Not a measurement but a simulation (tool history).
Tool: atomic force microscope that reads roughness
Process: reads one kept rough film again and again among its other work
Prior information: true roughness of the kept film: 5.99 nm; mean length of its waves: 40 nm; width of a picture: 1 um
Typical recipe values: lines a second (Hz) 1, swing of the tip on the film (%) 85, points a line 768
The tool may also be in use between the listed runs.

| run | hour | lines a second (Hz) | swing of the tip on the film (%) | points a line | roughness of the kept film (nm (root mean square)) |
|---|---|---|---|---|---|
| 1 | 0 | 1 | 85 | 768 | 5.132 |
| 2 | 17.6 | 1 | 85 | 768 | 5.056 |
| 3 | 33.1 | 1 | 85 | 768 | 5.042 |
| 4 | 50.6 | 1 | 85 | 768 | 4.965 |
| 5 | 61.2 | 1 | 85 | 768 | 4.928 |
| 6 | 77.1 | 1 | 85 | 768 | 4.872 |
| 7 | 90.4 | 1 | 85 | 768 | 4.83 |
| 8 | 99.5 | 1 | 85 | 442 | 4.769 |
| 9 | 116.5 | 1 | 85 | 442 | 4.78 |
| 10 | 130.4 | 1 | 85 | 442 | 4.707 |
| 11 | 146.1 | 1.29 | 85 | 768 | 4.67 |
| 12 | 156.4 | 1 | 85 | 768 | 4.669 |
| 13 | 168 | 1 | 85 | 936 | 4.623 |
| 14 | 177.9 | 1 | 85 | 936 | 4.619 |
| 15 | 196.1 | 1 | 85 | 936 | 4.548 |
| 16 | 204.6 | 1.13 | 85 | 351 | 4.503 |
| 17 | 213.7 | 1.13 | 85 | 351 | 4.444 |
| 18 | 226.8 | 1 | 62 | 517 | 4.56 |
| 19 | 240.8 | 0.54 | 85 | 594 | 4.524 |
|  | 251.1 | new tip fitted |
| 20 | 257.3 | 0.84 | 80 | 594 | 5.374 |
| 21 | 265.9 | 1 | 85 | 846 | 5.285 |
| 22 | 275.1 | 1 | 57 | 353 | 5.322 |
| 23 | 294.3 | 2.11 | 85 | 494 | 5.019 |
| 24 | 308.8 | 1.27 | 85 | 943 | 5.078 |
| 25 | 322.4 | 0.56 | 82 | 357 | 5.146 |
| 26 | 334.1 | 0.56 | 74 | 521 | 5.138 |

Each row is a separate what-if for the run after 26, all from the same tool condition, not one after another. Results?
| A | 348.8 | 0.91 | 67 | 712 | ? |
| B | 348.8 | 3.59 | 74 | 521 | ? |
| C | 348.8 | 3.51 | 85 | 768 | ? |

| run | roughness of the kept film (nm (root mean square)) |
|---|---|
| A | 5.114 |
| B | 4.855 |
| C | 4.622 |
Had the tool no hidden state, the same runs would have come out as:
| run | roughness of the kept film (nm (root mean square)) |
|---|---|
| A | 5.508 |
| B | 5.228 |
| C | 4.978 |

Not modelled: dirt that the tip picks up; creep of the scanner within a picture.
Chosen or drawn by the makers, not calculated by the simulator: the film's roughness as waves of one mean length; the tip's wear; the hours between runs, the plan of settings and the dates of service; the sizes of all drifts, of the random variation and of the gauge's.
